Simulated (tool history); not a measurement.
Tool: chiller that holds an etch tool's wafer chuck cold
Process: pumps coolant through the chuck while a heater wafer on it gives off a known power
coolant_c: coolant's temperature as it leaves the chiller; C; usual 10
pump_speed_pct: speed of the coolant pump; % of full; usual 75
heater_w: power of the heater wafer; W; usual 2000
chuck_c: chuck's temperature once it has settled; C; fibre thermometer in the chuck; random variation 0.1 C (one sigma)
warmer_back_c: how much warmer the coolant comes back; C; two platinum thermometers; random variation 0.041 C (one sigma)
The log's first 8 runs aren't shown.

Run 9, day 24.15: usual settings but coolant_c 4 C, heater_w 1444 W. Result: chuck_c 16.4 C, warmer_back_c 7.3 C.
Run 10, day 25.933: usual settings but coolant_c 4 C, heater_w 1444 W. Result: chuck_c 16.6 C, warmer_back_c 7.24 C.
Run 11, day 27.904: usual settings but coolant_c 4 C, pump_speed_pct 79 % of full, heater_w 1444 W. Result: chuck_c 16.2 C, warmer_back_c 6.95 C.
Run 12, day 30.533: usual settings. Result: chuck_c 27.2 C, warmer_back_c 10.07 C.
Run 13, day 33.567: usual settings. Result: chuck_c 27.4 C, warmer_back_c 10.16 C.
Run 14, day 35.929: usual settings but coolant_c 3 C. Result: chuck_c 20.6 C, warmer_back_c 10.14 C.
Run 15, day 38.412: usual settings but coolant_c 3 C, pump_speed_pct 74 % of full. Result: chuck_c 20.8 C, warmer_back_c 10.4 C.
Run 16, day 42.638: usual settings. Result: chuck_c 27.6 C, warmer_back_c 10.24 C.
Run 17, day 44.962: usual settings but pump_speed_pct 76 % of full, heater_w 1238 W. Result: chuck_c 20.9 C, warmer_back_c 6.22 C.
Run 18, day 46.929: usual settings but pump_speed_pct 90 % of full, heater_w 1729 W. Result: chuck_c 23.1 C, warmer_back_c 7.23 C.
Run 19, day 49.762: usual settings but coolant_c 16 C, pump_speed_pct 65 % of full, heater_w 1729 W. Result: chuck_c 33.1 C, warmer_back_c 10.34 C.
Run 20, day 51.542: usual settings but coolant_c 16 C, pump_speed_pct 65 % of full, heater_w 1729 W. Result: chuck_c 33.2 C, warmer_back_c 10.34 C.
Run 21, day 55.167: usual settings but coolant_c 16 C, pump_speed_pct 65 % of full, heater_w 1729 W. Result: chuck_c 33.2 C, warmer_back_c 10.34 C.
Run 22, day 59.379: usual settings but coolant_c 6 C, pump_speed_pct 73 % of full, heater_w 2551 W. Result: chuck_c 29.2 C, warmer_back_c 13.5 C.
Run 23, day 61.629: usual settings but coolant_c 15 C, heater_w 1232 W. Result: chuck_c 26.2 C, warmer_back_c 6.36 C.
Run 24, day 65.104: usual settings. Result: chuck_c 28.2 C, warmer_back_c 10.33 C.
Run 25, day 66.888: usual settings. Result: chuck_c 28 C, warmer_back_c 10.35 C.
Run 26, day 70.121: usual settings but pump_speed_pct 63 % of full, heater_w 1189 W. Result: chuck_c 22.5 C, warmer_back_c 7.46 C.
Run 27, day 73.225: usual settings but coolant_c 14 C. Result: chuck_c 32.6 C, warmer_back_c 10.37 C.
Run 28, day 75.533: usual settings but coolant_c 14 C. Result: chuck_c 32.4 C, warmer_back_c 10.47 C.
At day 78.267: coolant changed, channels flushed.
Run 29, day 79.871: usual settings but coolant_c 1 C, heater_w 1188 W. Result: chuck_c 11.2 C, warmer_back_c 6.27 C.
Run 30, day 81.867: usual settings but coolant_c 1 C, heater_w 1188 W. Result: chuck_c 11.2 C, warmer_back_c 6.26 C.
Run 31, day 84.742: usual settings but coolant_c 1 C, heater_w 1188 W. Result: chuck_c 11.1 C, warmer_back_c 6.26 C.
Run 32, day 87.758: usual settings but coolant_c 1 C, pump_speed_pct 64 % of full, heater_w 1927 W. Result: chuck_c 19.8 C, warmer_back_c 12.05 C.

Forecast each of these 4 alternatives for the next run:
Run A, day 90.304: usual settings but coolant_c 5 C, pump_speed_pct 66 % of full, heater_w 2692 W. Result: chuck_c ?, warmer_back_c ?.
Run B, day 90.304: usual settings but coolant_c 17 C, pump_speed_pct 86 % of full, heater_w 1927 W. Result: chuck_c ?, warmer_back_c ?.
Run C, day 90.304: usual settings but coolant_c 1 C, pump_speed_pct 84 % of full, heater_w 2132 W. Result: chuck_c ?, warmer_back_c ?.
Run D, day 90.304: usual settings but coolant_c 19 C, pump_speed_pct 64 % of full, heater_w 1935 W. Result: chuck_c ?, warmer_back_c ?.

run  chuck_c  warmer_back_c
  A     30.5           16.2
  B     31.8           8.71
  C     17.8           9.96
  D     37.9          12.13
Without the tool's hidden state the same runs would have given:
run  chuck_c  warmer_back_c
  A     28.1          14.73
  B     30.2           7.92
  C     16.1           9.06
  D       36          11.04
